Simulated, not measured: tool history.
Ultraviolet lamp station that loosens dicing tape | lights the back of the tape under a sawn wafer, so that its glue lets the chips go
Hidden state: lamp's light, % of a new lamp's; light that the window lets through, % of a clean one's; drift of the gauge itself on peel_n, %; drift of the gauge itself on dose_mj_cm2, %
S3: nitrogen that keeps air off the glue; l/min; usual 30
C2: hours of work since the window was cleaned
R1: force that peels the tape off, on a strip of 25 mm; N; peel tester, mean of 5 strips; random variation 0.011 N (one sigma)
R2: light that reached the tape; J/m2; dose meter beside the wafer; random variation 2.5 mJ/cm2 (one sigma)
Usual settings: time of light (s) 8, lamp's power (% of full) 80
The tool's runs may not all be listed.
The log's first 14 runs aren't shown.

run 15 hour=177.4 | time_of_light_(s)=8 lamp's_power_(%_of_full)=80 S3=20 | hours_of_work_of_the_lamp=504 C2=33 | R1=1.246 R2=1970
run 16 hour=188.4 | time_of_light_(s)=8 lamp's_power_(%_of_full)=80 S3=19 | hours_of_work_of_the_lamp=511 C2=39 | R1=1.313 R2=1940
run 17 hour=197 | time_of_light_(s)=8 lamp's_power_(%_of_full)=80 S3=29 | hours_of_work_of_the_lamp=516 C2=45 | R1=1.073 R2=1970
run 18 hour=211.4 | time_of_light_(s)=8 lamp's_power_(%_of_full)=80 S3=29 | hours_of_work_of_the_lamp=524 C2=53 | R1=1.056 R2=1970
run 19 hour=226.6 | time_of_light_(s)=8 lamp's_power_(%_of_full)=80 S3=29 | hours_of_work_of_the_lamp=533 C2=62 | R1=1.064 R2=1910
-- hour=235.4 window cleaned of glue's vapour, once more
run 20 hour=245.2 | time_of_light_(s)=8 lamp's_power_(%_of_full)=80 S3=29 | hours_of_work_of_the_lamp=544 C2=6 | R1=0.65 R2=2550
run 21 hour=264.2 | time_of_light_(s)=8 lamp's_power_(%_of_full)=73 S3=24 | hours_of_work_of_the_lamp=555 C2=17 | R1=0.874 R2=2300
run 22 hour=278.9 | time_of_light_(s)=8 lamp's_power_(%_of_full)=73 S3=24 | hours_of_work_of_the_lamp=564 C2=26 | R1=0.927 R2=2270
run 23 hour=290.3 | time_of_light_(s)=8 lamp's_power_(%_of_full)=73 S3=24 | hours_of_work_of_the_lamp=571 C2=33 | R1=0.907 R2=2270
run 24 hour=302 | time_of_light_(s)=8 lamp's_power_(%_of_full)=69 S3=15 | hours_of_work_of_the_lamp=578 C2=40 | R1=1.326 R2=2160
run 25 hour=311.3 | time_of_light_(s)=8 lamp's_power_(%_of_full)=75 S3=12 | hours_of_work_of_the_lamp=584 C2=45 | R1=1.299 R2=2310
run 26 hour=326.6 | time_of_light_(s)=8 lamp's_power_(%_of_full)=75 S3=12 | hours_of_work_of_the_lamp=593 C2=54 | R1=1.411 R2=2300
run 27 hour=343.4 | time_of_light_(s)=5 lamp's_power_(%_of_full)=80 S3=23 | hours_of_work_of_the_lamp=603 C2=64 | R1=1.676 R2=1550
run 28 hour=361.7 | time_of_light_(s)=7 lamp's_power_(%_of_full)=63 S3=26 | hours_of_work_of_the_lamp=614 C2=75 | R1=1.395 R2=1690
run 29 hour=378.8 | time_of_light_(s)=15 lamp's_power_(%_of_full)=67 S3=28 | hours_of_work_of_the_lamp=624 C2=85 | R1=0.294 R2=3720
run 30 hour=394.3 | time_of_light_(s)=15 lamp's_power_(%_of_full)=67 S3=28 | hours_of_work_of_the_lamp=633 C2=95 | R1=0.31 R2=3740
run 31 hour=405.7 | time_of_light_(s)=15 lamp's_power_(%_of_full)=67 S3=26 | hours_of_work_of_the_lamp=640 C2=101 | R1=0.326 R2=3670
run 32 hour=416 | time_of_light_(s)=13 lamp's_power_(%_of_full)=73 S3=39 | hours_of_work_of_the_lamp=646 C2=108 | R1=0.273 R2=3560
run 33 hour=432.1 | time_of_light_(s)=8 lamp's_power_(%_of_full)=61 S3=30 | hours_of_work_of_the_lamp=655 C2=117 | R1=1.202 R2=1790
run 34 hour=440.5 | time_of_light_(s)=9 lamp's_power_(%_of_full)=76 S3=55 | hours_of_work_of_the_lamp=660 C2=122 | R1=0.436 R2=2520
run 35 hour=451.3 | time_of_light_(s)=6 lamp's_power_(%_of_full)=63 S3=38 | hours_of_work_of_the_lamp=667 C2=129 | R1=1.499 R2=1380
run 36 hour=468 | time_of_light_(s)=9 lamp's_power_(%_of_full)=99 S3=16 | hours_of_work_of_the_lamp=677 C2=139 | R1=0.619 R2=3260
run 37 hour=480.1 | time_of_light_(s)=9 lamp's_power_(%_of_full)=99 S3=16 | hours_of_work_of_the_lamp=684 C2=146 | R1=0.632 R2=3240
run 38 hour=496.1 | time_of_light_(s)=9 lamp's_power_(%_of_full)=99 S3=16 | hours_of_work_of_the_lamp=694 C2=155 | R1=0.652 R2=3170
run 39 hour=515.2 | time_of_light_(s)=14 lamp's_power_(%_of_full)=91 S3=12 | hours_of_work_of_the_lamp=705 C2=167 | R1=0.41 R2=4460

3 ways to go on from here, each from the tool as it stands after run 39. What would each give?
run A hour=532.5 | time_of_light_(s)=14 lamp's_power_(%_of_full)=91 S3=30 | hours_of_work_of_the_lamp=715 C2=177 | R1=? R2=?
run B hour=532.5 | time_of_light_(s)=7 lamp's_power_(%_of_full)=85 S3=36 | hours_of_work_of_the_lamp=715 C2=177 | R1=? R2=?
run C hour=532.5 | time_of_light_(s)=14 lamp's_power_(%_of_full)=63 S3=32 | hours_of_work_of_the_lamp=715 C2=177 | R1=? R2=?

run=A R1=0.203 R2=4480
run=B R1=0.816 R2=2090
run=C R1=0.414 R2=3090
Without the tool's hidden state the same runs would have given:
run=A R1=0.15 R2=5870
run=B R1=0.486 R2=2740
run=C R1=0.249 R2=4040

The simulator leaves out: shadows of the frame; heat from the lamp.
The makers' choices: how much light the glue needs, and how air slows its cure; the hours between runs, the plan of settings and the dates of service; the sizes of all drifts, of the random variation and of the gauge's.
